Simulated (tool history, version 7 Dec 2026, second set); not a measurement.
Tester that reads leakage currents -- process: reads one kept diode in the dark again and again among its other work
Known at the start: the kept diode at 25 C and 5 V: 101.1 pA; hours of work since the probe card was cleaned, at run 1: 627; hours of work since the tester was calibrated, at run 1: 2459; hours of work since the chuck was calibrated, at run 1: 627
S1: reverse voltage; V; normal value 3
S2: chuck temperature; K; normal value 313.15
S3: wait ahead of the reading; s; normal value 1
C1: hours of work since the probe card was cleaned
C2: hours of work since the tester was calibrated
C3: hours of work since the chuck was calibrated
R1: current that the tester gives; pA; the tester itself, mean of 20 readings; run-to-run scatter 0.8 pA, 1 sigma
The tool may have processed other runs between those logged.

run    hour     S1      S2    S3    C1    C2    C3      R1
  1       0      3  313.15     1   627  2459   627  251.84
  2    68.8   2.15  313.15     1   677  2509   677  217.93
  3   177.2   2.15  313.15     1   756  2588   756  215.86
  4   242.7   2.15  313.15     1   804  2636   804  214.16
  5     362   2.15  313.15     1   891  2723   891  212.98
  6   459.2   2.15  313.15     1   962  2794   962  211.22
  7   545.7   2.15  313.15     1  1025  2857  1025  210.14
  8   608.5   2.15  313.15  0.49  1070  2902  1070  210.97
  9   721.6   2.15  313.15  0.49  1153  2985  1153  207.94
      733.9  -- chuck's temperature calibrated
 10   822.1      3  308.15  1.65  1225  3056    64  158.49
 11   880.1   3.49  302.15  0.67  1267  3099   106  106.36
 12   937.3   3.49  302.15  3.41  1309  3140   148  104.65
 13  1052.4  13.31  297.15  2.06  1392  3224   232  128.42

Run 14 has not been measured yet. What should we expect?
 14  1128.3   3  301.15   1  1448  3280  287   ?

Run 14 came out at R1 89.75 pA.
With no hidden state in the tool, this same run would have given R1 104.66 pA.

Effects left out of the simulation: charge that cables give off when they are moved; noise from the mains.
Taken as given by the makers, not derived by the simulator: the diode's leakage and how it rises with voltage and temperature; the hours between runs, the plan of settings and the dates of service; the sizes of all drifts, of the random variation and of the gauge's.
